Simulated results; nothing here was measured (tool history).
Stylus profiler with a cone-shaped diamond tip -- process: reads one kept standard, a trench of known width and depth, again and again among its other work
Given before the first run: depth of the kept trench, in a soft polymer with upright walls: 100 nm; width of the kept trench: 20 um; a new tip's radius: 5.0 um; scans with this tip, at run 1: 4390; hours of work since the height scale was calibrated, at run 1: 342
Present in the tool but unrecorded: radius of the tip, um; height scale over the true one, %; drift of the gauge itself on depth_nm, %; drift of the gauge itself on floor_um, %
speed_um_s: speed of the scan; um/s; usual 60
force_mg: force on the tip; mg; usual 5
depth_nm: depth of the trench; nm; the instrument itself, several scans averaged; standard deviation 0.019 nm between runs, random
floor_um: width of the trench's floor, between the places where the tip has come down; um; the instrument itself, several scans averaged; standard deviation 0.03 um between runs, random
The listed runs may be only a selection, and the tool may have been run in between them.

| run | day | speed_um_s | force_mg | scans with this tip | hours of work since the height scale was calibrated | depth_nm | floor_um |
|---|---|---|---|---|---|---|---|
| 1 | 0 | 60 | 5 | 4390 | 342 | 102.26 | 17.48 |
| 2 | 0.825 | 16 | 5 | 4590 | 358 | 102.26 | 17.46 |
| 3 | 2.342 | 17 | 5 | 4958 | 386 | 102.26 | 17.43 |
| 4 | 3.058 | 135 | 5 | 5132 | 400 | 102.26 | 17.3 |
| 5 | 4.017 | 135 | 5 | 5365 | 418 | 102.27 | 17.18 |
| 6 | 5.692 | 24 | 5 | 5772 | 450 | 102.27 | 17.36 |
| 7 | 7.371 | 24 | 5 | 6180 | 481 | 102.3 | 17.33 |
| 8 | 8.846 | 24 | 5 | 6538 | 509 | 102.3 | 17.34 |
| 9 | 9.875 | 16 | 5 | 6788 | 529 | 102.3 | 17.31 |
| 10 | 11.104 | 16 | 5 | 7086 | 552 | 102.33 | 17.27 |
| 11 | 12.45 | 60 | 5 | 7414 | 577 | 102.34 | 17.15 |
| 12 | 13.917 | 60 | 5 | 7770 | 605 | 102.32 | 17.14 |
| 13 | 14.929 | 60 | 5 | 8015 | 624 | 102.34 | 17.13 |
| 14 | 15.938 | 60 | 5 | 8261 | 643 | 102.34 | 17.1 |
|  | 16.304 | new tip fitted, height scale calibrated |
| 15 | 17.429 | 60 | 5 | 274 | 21 | 102.21 | 17.84 |
| 16 | 18.321 | 60 | 5 | 491 | 38 | 102.2 | 17.9 |
| 17 | 19.758 | 112 | 3.84 | 840 | 65 | 101.81 | 17.75 |
| 18 | 21.1 | 65 | 14.11 | 1166 | 91 | 104.38 | 17.79 |
| 19 | 22.7 | 43 | 7.38 | 1554 | 121 | 102.88 | 17.75 |
| 20 | 23.896 | 43 | 7.38 | 1845 | 144 | 102.87 | 17.68 |
| 21 | 25.596 | 43 | 3.63 | 2257 | 176 | 101.78 | 17.68 |
| 22 | 26.921 | 81 | 7.23 | 2579 | 201 | 102.83 | 17.6 |
| 23 | 27.75 | 116 | 3.61 | 2781 | 217 | 101.82 | 17.47 |

Run 24 has not been measured yet. What should we expect?
| 24 | 28.608 | 164 | 8.15 | 2989 | 233 | ? | ? |

Run 24 gave depth_nm 103.06 nm, floor_um 17.42 um.
The same run, on a tool lacking any hidden state, would have yielded depth_nm 102.98 nm, floor_um 17.76 um.

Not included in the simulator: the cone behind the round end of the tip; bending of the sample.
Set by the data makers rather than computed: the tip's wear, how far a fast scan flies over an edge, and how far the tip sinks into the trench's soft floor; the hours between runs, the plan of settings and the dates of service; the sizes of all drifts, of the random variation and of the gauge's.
